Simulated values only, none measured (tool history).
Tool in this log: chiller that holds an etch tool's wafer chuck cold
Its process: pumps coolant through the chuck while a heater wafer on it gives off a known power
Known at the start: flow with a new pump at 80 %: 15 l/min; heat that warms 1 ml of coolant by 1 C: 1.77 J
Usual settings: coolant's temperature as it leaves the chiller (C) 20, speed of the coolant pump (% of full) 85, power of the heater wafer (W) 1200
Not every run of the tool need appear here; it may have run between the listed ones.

run	hour	coolant's temperature as it leaves the chiller (C)	speed of the coolant pump (% of full)	power of the heater wafer (W)	chuck's temperature once it has settled (C)	how much warmer the coolant comes back (C)
1	0	20	85	1200	29.2	2.58
2	32.3	20	85	1200	29.1	2.55
3	78.9	20	85	1200	29.3	2.57
4	129	20	74	1200	30.2	2.91
5	193.1	12	85	1200	21.3	2.52
6	242.6	20	70	1200	30.6	3.09
7	294.8	20	70	1200	30.6	3.08
8	346.9	20	70	1200	30.7	3.05
9	389.5	20	70	1200	30.8	3.11
10	440	20	70	1200	30.6	3.08
11	490.3	20	70	1200	30.6	3.03
12	559.7	20	70	1200	30.8	3.02
13	619.2	23	85	1200	32.3	2.53
14	693	23	85	1200	32.1	2.43
15	761.6	20	85	1650	32.7	3.43
16	799.8	20	85	1200	29	2.44
17	839.9	21	77	1475	33.2	3.34
18	894.5	10	72	1076	19.3	2.55
19	950.8	10	72	1076	19.3	2.61
20	1025.1	10	72	1076	19.4	2.61
21	1081.9	15	66	682	21.5	1.75
22	1115.8	28	69	851	35.8	2.15
23	1178.1	28	69	851	35.9	2.09
24	1244.2	15	61	1200	27	3.46
25	1316.1	15	78	1215	24.8	2.64
26	1392	15	78	1215	25.1	2.61
27	1467.4	20	86	1709	33	3.42
28	1524.5	23	61	1060	33.7	3.04
29	1561.8	13	84	622	17.9	1.13
30	1608.3	15	96	716	20	1.14
# hour 1618.9: gauge calibrated
31	1664.5	15	96	716	20.2	1.34

Predict each of these 5 candidate next runs independently; none follows another, all start after run 31:
A	1706.5	19	96	716	?	?
B	1706.5	13	96	716	?	?
C	1706.5	15	99	989	?	?
D	1706.5	14	75	1569	?	?
E	1706.5	24	71	1200	?	?

run	chuck's temperature once it has settled (C)	how much warmer the coolant comes back (C)
A	24	1.36
B	17.8	1.32
C	21.8	1.87
D	27.3	3.77
E	34.8	3.07
Without the tool's hidden state the same runs would have given:
run	chuck's temperature once it has settled (C)	how much warmer the coolant comes back (C)
A	24	1.37
B	17.8	1.33
C	21.8	1.88
D	27.3	3.78
E	34.8	3.08
